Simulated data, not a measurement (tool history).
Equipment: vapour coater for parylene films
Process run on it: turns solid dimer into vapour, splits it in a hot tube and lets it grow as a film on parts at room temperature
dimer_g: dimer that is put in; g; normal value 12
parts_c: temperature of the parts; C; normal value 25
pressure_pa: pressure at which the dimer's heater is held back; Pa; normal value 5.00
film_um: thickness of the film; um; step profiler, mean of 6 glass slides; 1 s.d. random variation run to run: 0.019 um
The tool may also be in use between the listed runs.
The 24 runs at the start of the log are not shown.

run    hour  dimer_g  parts_c  pressure_pa  film_um
 25   678.4       12       25         5.00     2.00
 26   706.2       11       24         5.35     1.86
 27   740.1        7       32         5.00     0.98
 28   770.1        7       32         5.00     0.96
 29   795.2        7       32         5.00     0.95
 30   825.0       10       18         5.00     2.08
      837.5  -- trap's valve overhauled
 31   845.5       10       33         2.85     1.51
 32   862.0        6       33         8.44     0.71
 33   897.4       15       33         3.52     2.14
 34   913.8       15       33         3.52     2.18
 35   947.0       15       33         3.52     2.19
 36   981.7       22       23         5.00     3.90
 37  1017.8        7       26         5.60     1.11
 38  1052.4        7       26         5.60     1.12
 39  1080.2        7       26         5.60     1.11
 40  1098.6        7       25         3.02     1.30
 41  1115.9       17       25         5.00     2.86
 42  1146.8       17       25         5.00     2.91
 43  1172.2       10       18         7.50     1.87
 44  1188.8       11       25         7.50     1.71
 45  1215.0       18       18         5.00     3.70
 46  1237.0        7       31         4.65     1.01
 47  1252.8        7       31         4.65     0.97

Below are 3 alternative next runs, each starting from the tool's condition after run 47. Predict each:
  A  1287.3       20       31         2.31        ?
  B  1287.3       10       22         6.34        ?
  C  1287.3       11       17         5.74        ?

run  film_um
  A     3.35
  B     1.74
  C     2.26
With no hidden state in the tool, these same runs would have given:
run  film_um
  A     3.36
  B     1.74
  C     2.26
